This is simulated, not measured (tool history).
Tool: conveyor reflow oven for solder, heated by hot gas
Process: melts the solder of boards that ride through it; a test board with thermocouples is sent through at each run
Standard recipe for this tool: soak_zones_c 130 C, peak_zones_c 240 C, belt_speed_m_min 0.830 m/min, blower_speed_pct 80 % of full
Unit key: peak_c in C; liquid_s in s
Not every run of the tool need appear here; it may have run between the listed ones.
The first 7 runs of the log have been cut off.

Run 8, hour 50.7: usual settings. Result: peak_c 228.6 C, liquid_s 47.7 s.
Run 9, hour 55.7: usual settings but soak_zones_c 121 C. Result: peak_c 227.5 C, liquid_s 45.5 s.
Run 10, hour 64.6: usual settings. Result: peak_c 228.7 C, liquid_s 47.8 s.
Run 11, hour 74.8: usual settings. Result: peak_c 228.7 C, liquid_s 47.6 s.
Run 12, hour 79.3: usual settings. Result: peak_c 228.4 C, liquid_s 47.6 s.
Run 13, hour 89.6: usual settings. Result: peak_c 228.5 C, liquid_s 48.0 s.
Run 14, hour 97.1: usual settings but belt_speed_m_min 0.852 m/min. Result: peak_c 227.9 C, liquid_s 46.1 s.
Run 15, hour 103.0: usual settings but peak_zones_c 248 C. Result: peak_c 236.0 C, liquid_s 50.4 s.
Run 16, hour 108.9: usual settings but peak_zones_c 248 C. Result: peak_c 235.7 C, liquid_s 50.6 s.
Run 17, hour 118.1: usual settings but soak_zones_c 132 C, belt_speed_m_min 0.717 m/min, blower_speed_pct 61 % of full. Result: peak_c 228.5 C, liquid_s 55.7 s.
Run 18, hour 128.5: usual settings but peak_zones_c 234 C, belt_speed_m_min 0.665 m/min. Result: peak_c 227.8 C, liquid_s 60.5 s.
Run 19, hour 138.2: usual settings but peak_zones_c 234 C, belt_speed_m_min 0.665 m/min. Result: peak_c 228.0 C, liquid_s 60.7 s.
Run 20, hour 143.5: usual settings but peak_zones_c 234 C, belt_speed_m_min 0.847 m/min. Result: peak_c 222.0 C, liquid_s 43.8 s.
Run 21, hour 154.0: usual settings but peak_zones_c 234 C, belt_speed_m_min 0.847 m/min. Result: peak_c 222.1 C, liquid_s 44.2 s.
Run 22, hour 158.5: usual settings but soak_zones_c 121 C, peak_zones_c 252 C, belt_speed_m_min 0.847 m/min. Result: peak_c 238.1 C, liquid_s 48.5 s.
Run 23, hour 167.2: usual settings but soak_zones_c 134 C, belt_speed_m_min 0.701 m/min, blower_speed_pct 56 % of full. Result: peak_c 227.9 C, liquid_s 57.3 s.
Run 24, hour 174.5: usual settings but soak_zones_c 134 C, belt_speed_m_min 0.701 m/min, blower_speed_pct 56 % of full. Result: peak_c 227.8 C, liquid_s 57.4 s.
Run 25, hour 183.4: usual settings but soak_zones_c 134 C, belt_speed_m_min 0.701 m/min, blower_speed_pct 56 % of full. Result: peak_c 227.6 C, liquid_s 57.1 s.
Run 26, hour 189.9: usual settings but peak_zones_c 244 C, blower_speed_pct 56 % of full. Result: peak_c 225.5 C, liquid_s 45.8 s.
Run 27, hour 194.7: usual settings but peak_zones_c 244 C, belt_speed_m_min 0.795 m/min, blower_speed_pct 83 % of full. Result: peak_c 233.7 C, liquid_s 52.4 s.
Run 28, hour 202.8: usual settings but soak_zones_c 115 C. Result: peak_c 226.7 C, liquid_s 44.2 s.
Run 29, hour 209.7: usual settings but soak_zones_c 117 C, peak_zones_c 247 C, belt_speed_m_min 0.919 m/min. Result: peak_c 230.2 C, liquid_s 40.9 s.
Run 30, hour 216.1: usual settings but soak_zones_c 134 C, peak_zones_c 251 C, belt_speed_m_min 0.723 m/min, blower_speed_pct 64 % of full. Result: peak_c 239.7 C, liquid_s 60.7 s.
Run 31, hour 223.1: usual settings but soak_zones_c 118 C, peak_zones_c 239 C, blower_speed_pct 68 % of full. Result: peak_c 223.3 C, liquid_s 42.4 s.

3 options for the next run, each taken on its own from the tool as it stands now. Forecast them:
Run A, hour 230.8: usual settings but soak_zones_c 141 C, peak_zones_c 239 C, blower_speed_pct 54 % of full. Result: peak_c ?, liquid_s ?.
Run B, hour 230.8: usual settings but soak_zones_c 143 C, peak_zones_c 239 C, blower_speed_pct 68 % of full. Result: peak_c ?, liquid_s ?.
Run C, hour 230.8: usual settings but soak_zones_c 139 C, peak_zones_c 237 C. Result: peak_c ?, liquid_s ?.

run  peak_c  liquid_s
  A   222.1      46.9
  B   226.3      49.9
  C   226.9      49.2
Without the tool's hidden state the same runs would have given:
run  peak_c  liquid_s
  A   222.1      46.9
  B   226.3      49.9
  C   227.0      49.2
